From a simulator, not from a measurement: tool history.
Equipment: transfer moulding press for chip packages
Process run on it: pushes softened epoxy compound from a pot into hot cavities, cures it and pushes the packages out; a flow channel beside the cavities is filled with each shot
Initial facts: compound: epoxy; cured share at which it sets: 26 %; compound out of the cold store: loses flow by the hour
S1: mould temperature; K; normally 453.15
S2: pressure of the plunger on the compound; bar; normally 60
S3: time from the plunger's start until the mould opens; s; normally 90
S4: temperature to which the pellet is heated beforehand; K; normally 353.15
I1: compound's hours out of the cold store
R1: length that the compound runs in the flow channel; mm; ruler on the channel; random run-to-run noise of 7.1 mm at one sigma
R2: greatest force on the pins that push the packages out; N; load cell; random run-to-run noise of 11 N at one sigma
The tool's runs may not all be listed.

{"run": 1, "day": 0.0, "S1": 453.15, "S2": 60, "S3": 90, "S4": 353.15, "I1": 37.4, "R1": 753, "R2": 480}
{"day": 2.367, "done": "cavities cleaned with cleaning compound and waxed"}
{"run": 2, "day": 3.779, "S1": 453.15, "S2": 60, "S3": 90, "S4": 353.15, "I1": 18.1, "R1": 807, "R2": 598}
{"day": 4.808, "done": "cavities cleaned with cleaning compound and waxed"}
{"run": 3, "day": 6.15, "S1": 453.15, "S2": 60, "S3": 90, "S4": 353.15, "I1": 34.3, "R1": 757, "R2": 576}
{"day": 7.454, "done": "mould's thermocouples calibrated"}
{"day": 7.517, "done": "cavities cleaned with cleaning compound and waxed"}
{"run": 4, "day": 9.483, "S1": 453.15, "S2": 60, "S3": 90, "S4": 353.15, "I1": 8.9, "R1": 805, "R2": 633}
{"day": 9.896, "done": "cavities cleaned with cleaning compound and waxed"}
{"day": 12.288, "done": "cavities cleaned with cleaning compound and waxed"}
{"run": 5, "day": 13.338, "S1": 453.15, "S2": 60, "S3": 90, "S4": 353.15, "I1": 44.8, "R1": 736, "R2": 581}
{"day": 14.867, "done": "cavities cleaned with cleaning compound and waxed"}
{"run": 6, "day": 15.604, "S1": 453.15, "S2": 51.3, "S3": 90, "S4": 353.15, "I1": 13.9, "R1": 728, "R2": 553}
{"day": 17.221, "done": "plunger's sealing rings changed"}
{"day": 17.454, "done": "cavities cleaned with cleaning compound and waxed"}
{"run": 7, "day": 19.288, "S1": 453.15, "S2": 60, "S3": 90, "S4": 353.15, "I1": 28.5, "R1": 815, "R2": 636}
{"day": 19.942, "done": "cavities cleaned with cleaning compound and waxed"}
{"run": 8, "day": 21.35, "S1": 447.15, "S2": 60, "S3": 90, "S4": 353.15, "I1": 29.3, "R1": 821, "R2": 871}
{"day": 22.362, "done": "cavities cleaned with cleaning compound and waxed"}
{"run": 9, "day": 24.329, "S1": 447.15, "S2": 52, "S3": 90, "S4": 353.15, "I1": 36.6, "R1": 754, "R2": 902}
{"day": 24.867, "done": "cavities cleaned with cleaning compound and waxed"}
{"day": 27.317, "done": "cavities cleaned with cleaning compound and waxed"}
{"run": 10, "day": 27.929, "S1": 447.15, "S2": 52, "S3": 90, "S4": 353.15, "I1": 34.3, "R1": 748, "R2": 757}
{"day": 29.754, "done": "cavities cleaned with cleaning compound and waxed"}
{"run": 11, "day": 31.104, "S1": 453.15, "S2": 60, "S3": 90, "S4": 353.15, "I1": 18.4, "R1": 789, "R2": 594}
{"day": 32.238, "done": "cavities cleaned with cleaning compound and waxed"}
{"run": 12, "day": 33.9, "S1": 445.15, "S2": 60, "S3": 90, "S4": 353.15, "I1": 23.4, "R1": 803, "R2": 964}
{"day": 34.833, "done": "cavities cleaned with cleaning compound and waxed"}
{"run": 13, "day": 36.096, "S1": 453.15, "S2": 60, "S3": 90, "S4": 353.15, "I1": 35, "R1": 754, "R2": 583}
{"day": 37.304, "done": "cavities cleaned with cleaning compound and waxed"}
{"run": 14, "day": 38.854, "S1": 453.15, "S2": 60, "S3": 90, "S4": 353.15, "I1": 8.1, "R1": 811, "R2": 587}
{"day": 39.888, "done": "cavities cleaned with cleaning compound and waxed"}
{"run": 15, "day": 40.779, "S1": 457.15, "S2": 45.8, "S3": 90, "S4": 353.15, "I1": 15.2, "R1": 659, "R2": 525}
{"day": 41.971, "done": "plunger's sealing rings changed"}
{"day": 42.446, "done": "cavities cleaned with cleaning compound and waxed"}
{"run": 16, "day": 43.896, "S1": 453.15, "S2": 60, "S3": 90, "S4": 350.15, "I1": 11.3, "R1": 817, "R2": 599}
{"day": 44.988, "done": "cavities cleaned with cleaning compound and waxed"}
{"run": 17, "day": 46.0, "S1": 448.15, "S2": 60.3, "S3": 90, "S4": 353.15, "I1": 11.6, "R1": 858, "R2": 709}
{"day": 47.338, "done": "cavities cleaned with cleaning compound and waxed"}
{"run": 18, "day": 49.512, "S1": 458.15, "S2": 47.1, "S3": 90, "S4": 353.15, "I1": 24.2, "R1": 680, "R2": 543}
{"day": 49.85, "done": "cavities cleaned with cleaning compound and waxed"}
{"run": 19, "day": 51.404, "S1": 458.15, "S2": 47.1, "S3": 90, "S4": 353.15, "I1": 17.4, "R1": 709, "R2": 536}
{"day": 52.075, "done": "mould's thermocouples calibrated"}
{"day": 52.496, "done": "cavities cleaned with cleaning compound and waxed"}
{"day": 55.112, "done": "cavities cleaned with cleaning compound and waxed"}
{"run": 20, "day": 55.35, "S1": 451.15, "S2": 64.2, "S3": 90, "S4": 353.15, "I1": 16.3, "R1": 842, "R2": 574}
{"day": 57.629, "done": "cavities cleaned with cleaning compound and waxed"}
{"run": 21, "day": 58.708, "S1": 453.15, "S2": 60, "S3": 90, "S4": 348.15, "I1": 27.4, "R1": 774, "R2": 583}
{"day": 60.054, "done": "cavities cleaned with cleaning compound and waxed"}
{"run": 22, "day": 61.754, "S1": 453.15, "S2": 49.6, "S3": 90, "S4": 360.15, "I1": 18.1, "R1": 720, "R2": 608}
{"day": 62.617, "done": "cavities cleaned with cleaning compound and waxed"}
{"run": 23, "day": 64.342, "S1": 453.15, "S2": 49.6, "S3": 90, "S4": 360.15, "I1": 47.1, "R1": 659, "R2": 613}
{"day": 65.054, "done": "cavities cleaned with cleaning compound and waxed"}
{"day": 66.688, "done": "plunger's sealing rings changed"}
{"day": 67.508, "done": "cavities cleaned with cleaning compound and waxed"}
{"run": 24, "day": 67.95, "S1": 453.15, "S2": 49.6, "S3": 75, "S4": 350.15, "I1": 9.7, "R1": 755, "R2": 702}
{"day": 69.9, "done": "cavities cleaned with cleaning compound and waxed"}
{"run": 25, "day": 71.904, "S1": 456.15, "S2": 60, "S3": 77, "S4": 362.15, "I1": 13.8, "R1": 815, "R2": 671}

What if the next run were any one of these 3? Each begins from the tool's condition after run 25:
{"day": 72.321, "done": "cavities cleaned with cleaning compound and waxed"}
{"day": 74.8, "done": "cavities cleaned with cleaning compound and waxed"}
{"run": "A", "day": 75.117, "S1": 454.15, "S2": 60, "S3": 72, "S4": 362.15, "I1": 21.4, "R1": "?", "R2": "?"}
{"day": 72.321, "done": "cavities cleaned with cleaning compound and waxed"}
{"day": 74.8, "done": "cavities cleaned with cleaning compound and waxed"}
{"run": "B", "day": 75.117, "S1": 453.15, "S2": 60, "S3": 106, "S4": 353.15, "I1": 37.3, "R1": "?", "R2": "?"}
{"day": 72.321, "done": "cavities cleaned with cleaning compound and waxed"}
{"day": 74.8, "done": "cavities cleaned with cleaning compound and waxed"}
{"run": "C", "day": 75.117, "S1": 454.15, "S2": 72.2, "S3": 77, "S4": 360.15, "I1": 17.2, "R1": "?", "R2": "?"}

run=A R1=789 R2=689
run=B R1=760 R2=448
run=C R1=879 R2=625
What these runs would have given with no unlogged condition in the tool:
run=A R1=810 R2=670
run=B R1=780 R2=420
run=C R1=902 R2=604
